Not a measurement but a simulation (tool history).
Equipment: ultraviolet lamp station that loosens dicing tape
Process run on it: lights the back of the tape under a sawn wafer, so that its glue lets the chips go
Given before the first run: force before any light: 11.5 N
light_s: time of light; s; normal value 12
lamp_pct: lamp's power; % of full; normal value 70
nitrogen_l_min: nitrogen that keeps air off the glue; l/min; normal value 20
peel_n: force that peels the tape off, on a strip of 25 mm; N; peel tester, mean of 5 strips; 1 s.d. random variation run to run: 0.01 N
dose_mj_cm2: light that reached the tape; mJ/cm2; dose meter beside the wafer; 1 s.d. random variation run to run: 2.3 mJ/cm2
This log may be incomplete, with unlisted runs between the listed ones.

run	hour	light_s	lamp_pct	nitrogen_l_min	peel_n	dose_mj_cm2
1	0.0	12	70	20	0.483	194
2	15.2	12	70	20	0.505	196
3	30.8	12	70	20	0.505	194
4	41.2	12	70	20	0.515	197
5	54.0	12	70	20	0.517	190
6	64.6	12	70	20	0.525	189
7	78.6	12	70	20	0.534	190
8	86.5	12	70	32	0.439	189
9	99.6	12	70	32	0.423	190
10	108.9	12	70	20	0.562	189
11	118.4	12	70	20	0.532	187
12	129.3	12	70	20	0.547	183
13	137.3	12	93	20	0.308	242
14	150.6	12	93	20	0.305	242
15	159.5	12	70	20	0.588	180
16	169.3	12	68	20	0.626	180
17	185.2	12	68	20	0.630	174
18	193.0	12	68	20	0.661	173
19	208.5	12	68	20	0.650	172
20	217.7	12	68	20	0.677	174
21	232.7	12	68	20	0.687	173
22	241.1	12	70	20	0.650	173
23	249.2	9	64	10	2.111	124
24	265.4	12	70	27	0.583	174
25	275.5	12	70	27	0.573	175
26	284.5	12	70	27	0.582	171
27	300.0	21	70	20	0.230	302
28	314.2	12	73	32	0.514	178
29	325.3	12	73	32	0.521	172
30	334.5	12	73	20	0.658	176
31	347.2	8	67	7	2.903	105
32	362.4	12	87	27	0.388	208
# hour 367.5: window cleaned of glue's vapour
33	371.0	17	64	27	0.304	239
34	380.9	12	80	20	0.441	208
35	391.9	9	71	18	1.168	137
36	401.6	9	71	18	1.162	138
37	412.5	9	71	18	1.200	133
38	425.6	9	71	18	1.201	138
39	438.3	19	97	10	0.207	394
40	451.2	19	97	13	0.196	388
41	458.0	12	100	12	0.391	251
42	473.7	9	70	20	1.221	130
43	486.0	11	76	13	0.880	171

Forecast each of these 5 alternatives for the next run:
A	495.9	12	88	15	?	?
B	495.9	24	76	9	?	?
C	495.9	24	99	22	?	?
D	495.9	12	70	16	?	?
E	495.9	9	77	16	?	?

run	peel_n	dose_mj_cm2
A	0.480	217
B	0.235	371
C	0.170	487
D	0.770	169
E	1.194	142
What these runs would have given with no unlogged condition in the tool:
run	peel_n	dose_mj_cm2
A	0.316	262
B	0.199	450
C	0.168	590
D	0.492	206
E	0.785	172
